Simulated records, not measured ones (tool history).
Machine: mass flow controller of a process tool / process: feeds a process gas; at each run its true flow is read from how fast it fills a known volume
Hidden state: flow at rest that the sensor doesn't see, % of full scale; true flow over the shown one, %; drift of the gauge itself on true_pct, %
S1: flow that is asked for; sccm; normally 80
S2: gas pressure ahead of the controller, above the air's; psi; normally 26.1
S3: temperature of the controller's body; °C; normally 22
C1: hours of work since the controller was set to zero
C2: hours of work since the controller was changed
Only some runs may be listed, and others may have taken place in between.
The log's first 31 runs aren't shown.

{"run": 32, "hour": 6122.4, "S1": 32, "S2": 26.1, "S3": 22, "C1": 4690, "C2": 4690, "true flow (%)": 96.93}
{"run": 33, "hour": 6372.2, "S1": 80, "S2": 26.8, "S3": 20, "C1": 4880, "C2": 4880, "true flow (%)": 96.1}
{"run": 34, "hour": 6479.6, "S1": 80, "S2": 22.3, "S3": 34, "C1": 4962, "C2": 4962, "true flow (%)": 97.49}
{"run": 35, "hour": 6730.4, "S1": 80, "S2": 22.3, "S3": 34, "C1": 5153, "C2": 5153, "true flow (%)": 97.48}
{"run": 36, "hour": 6840.2, "S1": 80, "S2": 22.3, "S3": 34, "C1": 5236, "C2": 5236, "true flow (%)": 97.46}
{"run": 37, "hour": 7005.8, "S1": 80, "S2": 22.3, "S3": 34, "C1": 5362, "C2": 5362, "true flow (%)": 97.42}
{"run": 38, "hour": 7126.3, "S1": 29, "S2": 24.9, "S3": 24, "C1": 5454, "C2": 5454, "true flow (%)": 97.18}
{"run": 39, "hour": 7259.2, "S1": 57, "S2": 21.5, "S3": 37, "C1": 5555, "C2": 5555, "true flow (%)": 97.72}
{"hour": 7467.6, "done": "controller's zero set anew"}
{"run": 40, "hour": 7474.2, "S1": 57, "S2": 21.5, "S3": 37, "C1": 5, "C2": 5718, "true flow (%)": 96.49}
{"run": 41, "hour": 7684.6, "S1": 124, "S2": 24.2, "S3": 22, "C1": 165, "C2": 5878, "true flow (%)": 95.65}
{"run": 42, "hour": 7871.2, "S1": 124, "S2": 27.3, "S3": 22, "C1": 307, "C2": 6020, "true flow (%)": 95.52}
{"hour": 7907.0, "done": "controller exchanged for a calibrated one"}
{"run": 43, "hour": 8050.8, "S1": 65, "S2": 24.9, "S3": 24, "C1": 109, "C2": 109, "true flow (%)": 98.3}
{"run": 44, "hour": 8180.5, "S1": 65, "S2": 24.9, "S3": 24, "C1": 208, "C2": 208, "true flow (%)": 98.4}
{"run": 45, "hour": 8377.9, "S1": 80, "S2": 20.7, "S3": 27, "C1": 358, "C2": 358, "true flow (%)": 98.94}
{"run": 46, "hour": 8514.9, "S1": 80, "S2": 20.7, "S3": 27, "C1": 462, "C2": 462, "true flow (%)": 99.06}
{"run": 47, "hour": 8639.3, "S1": 67, "S2": 29.7, "S3": 27, "C1": 557, "C2": 557, "true flow (%)": 98.26}
{"run": 48, "hour": 8880.9, "S1": 80, "S2": 33.2, "S3": 22, "C1": 741, "C2": 741, "true flow (%)": 97.75}
{"run": 49, "hour": 9117.3, "S1": 109, "S2": 25.5, "S3": 21, "C1": 920, "C2": 920, "true flow (%)": 98.38}

What if the next run were any one of these 3? Each begins from the tool's condition after run 49:
{"run": "A", "hour": 9249.6, "S1": 109, "S2": 25.5, "S3": 36, "C1": 1021, "C2": 1021, "true flow (%)": "?"}
{"run": "B", "hour": 9249.6, "S1": 87, "S2": 27.4, "S3": 22, "C1": 1021, "C2": 1021, "true flow (%)": "?"}
{"run": "C", "hour": 9249.6, "S1": 80, "S2": 21.0, "S3": 24, "C1": 1021, "C2": 1021, "true flow (%)": "?"}

run=A true_flow_(%)=99.68
run=B true_flow_(%)=97.96
run=C true_flow_(%)=98.40
With no hidden state in the tool, these same runs would have given:
run=A true_flow_(%)=100.09
run=B true_flow_(%)=98.33
run=C true_flow_(%)=98.75

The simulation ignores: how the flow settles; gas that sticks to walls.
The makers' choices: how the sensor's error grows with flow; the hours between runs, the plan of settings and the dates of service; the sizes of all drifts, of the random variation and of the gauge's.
